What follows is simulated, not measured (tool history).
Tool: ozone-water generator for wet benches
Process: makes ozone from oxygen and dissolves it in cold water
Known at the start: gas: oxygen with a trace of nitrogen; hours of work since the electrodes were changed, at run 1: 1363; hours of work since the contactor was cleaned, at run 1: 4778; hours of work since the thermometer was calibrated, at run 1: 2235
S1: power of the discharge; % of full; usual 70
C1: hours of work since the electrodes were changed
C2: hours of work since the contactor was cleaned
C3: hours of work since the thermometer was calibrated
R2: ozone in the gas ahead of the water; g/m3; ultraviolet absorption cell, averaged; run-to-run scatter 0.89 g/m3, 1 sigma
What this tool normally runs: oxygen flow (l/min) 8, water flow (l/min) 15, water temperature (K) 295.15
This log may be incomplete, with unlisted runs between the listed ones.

Run 1, hour 0: usual settings; C1 1363; C2 4778; C3 2235. Result: dissolved ozone (ppm) 20.8, R2 143.9 g/m3.
Run 2, hour 78.5: usual settings; C1 1415; C2 4831; C3 2287. Result: dissolved ozone (ppm) 20.8, R2 143.7 g/m3.
Run 3, hour 155.9: usual settings but water temperature (K) 292.15; C1 1467; C2 4883; C3 2339. Result: dissolved ozone (ppm) 22.1, R2 144.7 g/m3.
Run 4, hour 209.5: usual settings but water temperature (K) 292.15; C1 1503; C2 4918; C3 2375. Result: dissolved ozone (ppm) 21.5, R2 143.1 g/m3.
Run 5, hour 250.1: usual settings; C1 1530; C2 4946; C3 2402. Result: dissolved ozone (ppm) 20.2, R2 141.8 g/m3.
Run 6, hour 296.3: usual settings but S1 85 % of full; C1 1561; C2 4977; C3 2433. Result: dissolved ozone (ppm) 22.7, R2 158.7 g/m3.
Run 7, hour 363.5: usual settings; C1 1606; C2 5022; C3 2478. Result: dissolved ozone (ppm) 20.6, R2 142.2 g/m3.
Run 8, hour 414.6: usual settings; C1 1641; C2 5056; C3 2513. Result: dissolved ozone (ppm) 20.4, R2 143.9 g/m3.
Run 9, hour 473.1: usual settings; C1 1680; C2 5095; C3 2552. Result: dissolved ozone (ppm) 20.3, R2 140.8 g/m3.
Run 10, hour 506.6: usual settings; C1 1702; C2 5117; C3 2574. Result: dissolved ozone (ppm) 20.5, R2 142.2 g/m3.
Run 11, hour 556.3: usual settings but S1 44 % of full, oxygen flow (l/min) 5.91; C1 1735; C2 5151; C3 2607. Result: dissolved ozone (ppm) 15.9, R2 125 g/m3.
At hour 560.2: water thermometer calibrated.
Run 12, hour 600.1: usual settings but oxygen flow (l/min) 11.71, water flow (l/min) 22, water temperature (K) 293.15; C1 1764; C2 5180; C3 27. Result: dissolved ozone (ppm) 17, R2 122.6 g/m3.
Run 13, hour 662.9: usual settings but oxygen flow (l/min) 11.71, water flow (l/min) 22, water temperature (K) 293.15; C1 1806; C2 5222; C3 69. Result: dissolved ozone (ppm) 17, R2 123.1 g/m3.
Run 14, hour 710.2: usual settings but oxygen flow (l/min) 11.71, water flow (l/min) 22, water temperature (K) 293.15; C1 1838; C2 5253; C3 100. Result: dissolved ozone (ppm) 17, R2 123.9 g/m3.
Run 15, hour 761.1: usual settings but oxygen flow (l/min) 11.71, water flow (l/min) 22, water temperature (K) 293.15; C1 1872; C2 5287; C3 135. Result: dissolved ozone (ppm) 16.9, R2 123 g/m3.
Run 16, hour 835.4: usual settings but S1 48 % of full, oxygen flow (l/min) 4.01, water flow (l/min) 12; C1 1922; C2 5337; C3 184. Result: dissolved ozone (ppm) 18.3, R2 150.6 g/m3.
At hour 871.8: water thermometer calibrated, once more.
Run 17, hour 894.8: usual settings but S1 48 % of full, oxygen flow (l/min) 4.01, water flow (l/min) 12, water temperature (K) 301.15; C1 1961; C2 5377; C3 15. Result: dissolved ozone (ppm) 16.4, R2 149.8 g/m3.
Run 18, hour 966.1: usual settings but S1 48 % of full, oxygen flow (l/min) 4.01, water flow (l/min) 12, water temperature (K) 301.15; C1 2009; C2 5424; C3 63. Result: dissolved ozone (ppm) 16.7, R2 150.3 g/m3.
Run 19, hour 1018.5: usual settings but S1 48 % of full, oxygen flow (l/min) 4.01, water flow (l/min) 12, water temperature (K) 301.15; C1 2044; C2 5460; C3 98. Result: dissolved ozone (ppm) 16.3, R2 150 g/m3.
Run 20, hour 1098: usual settings but water flow (l/min) 21; C1 2098; C2 5513; C3 152. Result: dissolved ozone (ppm) 16.8, R2 141.7 g/m3.

5 ways to go on from here, each from the tool as it stands after run 20. What would each give?
Run A, hour 1158: usual settings but S1 60 % of full, oxygen flow (l/min) 4.59, water flow (l/min) 14; C1 2138; C2 5553; C3 192. Result: dissolved ozone (ppm) ?, R2 ?.
Run B, hour 1158: usual settings but oxygen flow (l/min) 13.42, water flow (l/min) 22, water temperature (K) 300.15; C1 2138; C2 5553; C3 192. Result: dissolved ozone (ppm) ?, R2 ?.
Run C, hour 1158: usual settings but oxygen flow (l/min) 10.1, water flow (l/min) 21; C1 2138; C2 5553; C3 192. Result: dissolved ozone (ppm) ?, R2 ?.
Run D, hour 1158: usual settings but S1 76 % of full, water flow (l/min) 19, water temperature (K) 292.15; C1 2138; C2 5553; C3 192. Result: dissolved ozone (ppm) ?, R2 ?.
Run E, hour 1158: usual settings but oxygen flow (l/min) 13.64, water flow (l/min) 21, water temperature (K) 288.15; C1 2138; C2 5553; C3 192. Result: dissolved ozone (ppm) ?, R2 ?.

run  dissolved ozone (ppm)     R2
  A                   19.1  159.2
  B                   14.4  114.5
  C                   16.8  129.2
  D                   19.9  146.9
  E                   19.5  115.9
With the hidden condition removed and each run's random variation left untouched, the same runs would have given:
run  dissolved ozone (ppm)     R2
  A                   20.6  165.1
  B                   15.7  119.1
  C                   18.3  134.3
  D                   21.7    153
  E                   21.3  120.5
